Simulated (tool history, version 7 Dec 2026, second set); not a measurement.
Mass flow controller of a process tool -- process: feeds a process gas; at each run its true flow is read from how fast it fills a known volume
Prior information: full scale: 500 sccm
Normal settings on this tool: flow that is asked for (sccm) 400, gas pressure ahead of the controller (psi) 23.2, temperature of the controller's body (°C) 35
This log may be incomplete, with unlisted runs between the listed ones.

run	day	flow that is asked for (sccm)	gas pressure ahead of the controller (psi)	temperature of the controller's body (°C)	true flow (%)
1	0	400	23.2	35	100.4
2	17.846	254	23.2	35	100.23
3	25.296	459	23.2	35	100.69
4	38.45	459	23.2	35	100.94
5	51.954	459	23.2	35	101.08
6	64.358	459	23.2	35	101.12
7	77.817	459	23.2	35	101.32
8	95.208	400	23.2	31	101.07
9	103.067	400	23.2	31	101.15
10	113.817	400	23.2	35	101.4
11	126.179	400	23.2	26	101.19
12	138.817	400	23.2	35	101.61
13	152.15	139	23.2	25	100.37
14	162.692	353	25.8	25	101.17
15	180.383	400	23.2	36	102.11
16	195.275	88	34.7	21	99.87
17	210.688	88	34.7	21	100.17
18	219.612	59	23.2	36	101.32
19	235.217	59	23.2	36	101.49
20	242.679	59	36.1	29	100.54
21	254.379	314	27	23	101.83
22	268.558	314	27	23	101.83
23	279.429	314	27	23	101.98
# day 292.554: controller's zero set anew
24	295.804	400	40.6	38	102.3

Below, some changes in true flow (%) between adjacent runs. For each, the amount present without the hidden state too (settings, incoming material, random variation) and the amount remaining for the hidden state with gauge scatter not shared by both compared results:
The hidden state here: flow at rest that the sensor doesn't see, % of full scale; true flow over the shown one, %; drift of the gauge itself on true_pct, %.
Run 1 -> 2: flow that is asked for (sccm) 400 -> 254. true flow (%) -0.17: hidden state +0.16, all else -0.33.
Run 14 -> 15: flow that is asked for (sccm) 353 -> 400, gas pressure ahead of the controller (psi) 25.8 -> 23.2, temperature of the controller's body (°C) 25 -> 36. true flow (%) +0.94: hidden state +0.17, all else +0.77.
Run 15 -> 16: flow that is asked for (sccm) 400 -> 88, gas pressure ahead of the controller (psi) 23.2 -> 34.7, temperature of the controller's body (°C) 36 -> 21. true flow (%) -2.24: hidden state +0.11, all else -2.35.
Run 20 -> 21: flow that is asked for (sccm) 59 -> 314, gas pressure ahead of the controller (psi) 36.1 -> 27, temperature of the controller's body (°C) 29 -> 23. true flow (%) +1.29: hidden state +0.12, all else +1.17.
